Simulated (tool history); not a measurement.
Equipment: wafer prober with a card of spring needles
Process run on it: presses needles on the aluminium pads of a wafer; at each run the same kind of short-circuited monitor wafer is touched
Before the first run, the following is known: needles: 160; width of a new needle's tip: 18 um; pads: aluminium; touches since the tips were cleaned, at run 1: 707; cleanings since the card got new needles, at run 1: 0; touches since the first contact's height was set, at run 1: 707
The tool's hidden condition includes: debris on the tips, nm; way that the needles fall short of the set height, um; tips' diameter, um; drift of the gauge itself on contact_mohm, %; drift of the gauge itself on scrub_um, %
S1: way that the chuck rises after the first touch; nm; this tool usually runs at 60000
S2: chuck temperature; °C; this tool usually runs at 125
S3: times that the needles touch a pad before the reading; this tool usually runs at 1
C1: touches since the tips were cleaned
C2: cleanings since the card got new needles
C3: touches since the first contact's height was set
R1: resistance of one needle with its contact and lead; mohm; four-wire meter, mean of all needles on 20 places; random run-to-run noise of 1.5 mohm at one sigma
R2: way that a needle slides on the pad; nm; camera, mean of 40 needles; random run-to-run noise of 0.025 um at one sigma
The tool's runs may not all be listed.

Run 1, hour 0: usual settings; C1 707; C2 0; C3 707. Result: R1 138 mohm, R2 8940 nm.
Run 2, hour 8: usual settings; C1 1853; C2 0; C3 1853. Result: R1 141 mohm, R2 9000 nm.
Run 3, hour 14.1: usual settings but S1 42000 nm; C1 2735; C2 0; C3 2735. Result: R1 172 mohm, R2 6270 nm.
At hour 16.9: tips cleaned on abrasive film.
Run 4, hour 21: usual settings but S1 42000 nm, S3 2; C1 594; C2 1; C3 3710. Result: R1 152 mohm, R2 6260 nm.
Run 5, hour 24.9: usual settings but S1 42000 nm, S3 2; C1 1152; C2 1; C3 4268. Result: R1 153 mohm, R2 6250 nm.
Run 6, hour 31: usual settings but S1 42000 nm, S3 2; C1 2018; C2 1; C3 5134. Result: R1 156 mohm, R2 6240 nm.
Run 7, hour 35.3: usual settings but S1 42000 nm, S3 2; C1 2635; C2 1; C3 5751. Result: R1 159 mohm, R2 6270 nm.
At hour 39.4: tips cleaned on abrasive film.
Run 8, hour 40.8: usual settings; C1 199; C2 2; C3 6521. Result: R1 134 mohm, R2 8890 nm.
Run 9, hour 47.2: usual settings; C1 1122; C2 2; C3 7444. Result: R1 142 mohm, R2 8930 nm.
Run 10, hour 52: usual settings; C1 1815; C2 2; C3 8137. Result: R1 145 mohm, R2 8950 nm.
Run 11, hour 59.8: usual settings; C1 2930; C2 2; C3 9252. Result: R1 148 mohm, R2 8980 nm.
At hour 61.5: tips cleaned on abrasive film.
Run 12, hour 64: usual settings; C1 354; C2 3; C3 9839. Result: R1 136 mohm, R2 8930 nm.
Run 13, hour 69.3: usual settings; C1 1118; C2 3; C3 10603. Result: R1 142 mohm, R2 8950 nm.
Run 14, hour 76.4: usual settings; C1 2131; C2 3; C3 11616. Result: R1 144 mohm, R2 8970 nm.
Run 15, hour 81.5: usual settings; C1 2862; C2 3; C3 12347. Result: R1 145 mohm, R2 8910 nm.
At hour 83.5: tips cleaned on abrasive film.
Run 16, hour 90.6: usual settings; C1 1016; C2 4; C3 13643. Result: R1 136 mohm, R2 8910 nm.
Run 17, hour 94.6: usual settings; C1 1581; C2 4; C3 14208. Result: R1 141 mohm, R2 8940 nm.
Run 18, hour 103.3: usual settings; C1 2838; C2 4; C3 15465. Result: R1 146 mohm, R2 8930 nm.
At hour 105.9: tips cleaned on abrasive film.
Run 19, hour 111.3: usual settings; C1 768; C2 5; C3 16592. Result: R1 138 mohm, R2 8950 nm.
Run 20, hour 116.9: usual settings; C1 1572; C2 5; C3 17396. Result: R1 139 mohm, R2 8950 nm.
Run 21, hour 124.4: usual settings but S1 49000 nm, S2 78 °C, S3 3; C1 2643; C2 5; C3 18467. Result: R1 139 mohm, R2 7310 nm.
At hour 127.8: tips cleaned on abrasive film.
Run 22, hour 133.5: usual settings but S1 44000 nm, S2 28 °C, S3 2; C1 819; C2 6; C3 19764. Result: R1 132 mohm, R2 6500 nm.
Run 23, hour 139.2: usual settings but S3 2; C1 1636; C2 6; C3 20581. Result: R1 137 mohm, R2 8970 nm.
Run 24, hour 143.7: usual settings but S1 54000 nm, S3 2; C1 2274; C2 6; C3 21219. Result: R1 144 mohm, R2 8010 nm.
At hour 149.7: tips cleaned on abrasive film.
Run 25, hour 149.7: usual settings but S1 65000 nm, S2 76 °C; C1 0; C2 7; C3 22065. Result: R1 124 mohm, R2 9660 nm.
Run 26, hour 155.3: usual settings but S1 58000 nm, S2 106 °C, S3 2; C1 812; C2 7; C3 22877. Result: R1 135 mohm, R2 8650 nm.
Run 27, hour 161.8: usual settings but S1 58000 nm, S2 106 °C, S3 2; C1 1742; C2 7; C3 23807. Result: R1 138 mohm, R2 8580 nm.
Run 28, hour 169.1: usual settings but S1 58000 nm, S2 106 °C, S3 2; C1 2793; C2 7; C3 24858. Result: R1 141 mohm, R2 8550 nm.
At hour 171.8: tips cleaned on abrasive film.
Run 29, hour 176: usual settings but S1 70000 nm, S2 109 °C, S3 2; C1 598; C2 8; C3 25825. Result: R1 129 mohm, R2 10450 nm.
Run 30, hour 183.2: usual settings but S1 79000 nm, S2 28 °C; C1 1633; C2 8; C3 26860. Result: R1 118 mohm, R2 11730 nm.
Run 31, hour 191.7: usual settings but S1 58000 nm, S3 3; C1 2858; C2 8; C3 28085. Result: R1 138 mohm, R2 8630 nm.
At hour 193.8: tips cleaned on abrasive film.
Run 32, hour 199.9: usual settings but S1 66000 nm, S2 50 °C; C1 880; C2 9; C3 29241. Result: R1 127 mohm, R2 9790 nm.
Run 33, hour 204: usual settings but S1 45000 nm, S2 104 °C; C1 1461; C2 9; C3 29822. Result: R1 156 mohm, R2 6640 nm.
Run 34, hour 211.3: usual settings but S1 68000 nm, S3 2; C1 2510; C2 9; C3 30871. Result: R1 136 mohm, R2 10090 nm.

For each run, the measured value with the value that run would have given without the tool's hidden condition subtracted. The run-to-run variation is shared by both, the gauge scatter possibly not:
run   R1   R2
  1   +5   +0
  2  +11   +0
  3  +27   +0
  4   +6  -10
  5   +9  -10
  6  +14   +0
  7  +17  -10
  8   +2  -20
  9   +8  -20
 10  +11  -20
 11  +16  -20
 12   +3  -30
 13   +7  -20
 14  +13  -30
 15  +15  -30
 16   +7  -40
 17  +11  -40
 18  +16  -40
 19   +6  -40
 20  +10  -40
 21   +9  -40
 22   +8  -60
 23   +7  -60
 24  +10  -50
 25   +1  -60
 26   +4  -60
 27   +8  -70
 28  +11  -60
 29   +3  -80
 30   +8  -70
 31   +7  -70
 32   +8  -80
 33  +19  -80
 34   +8  -90
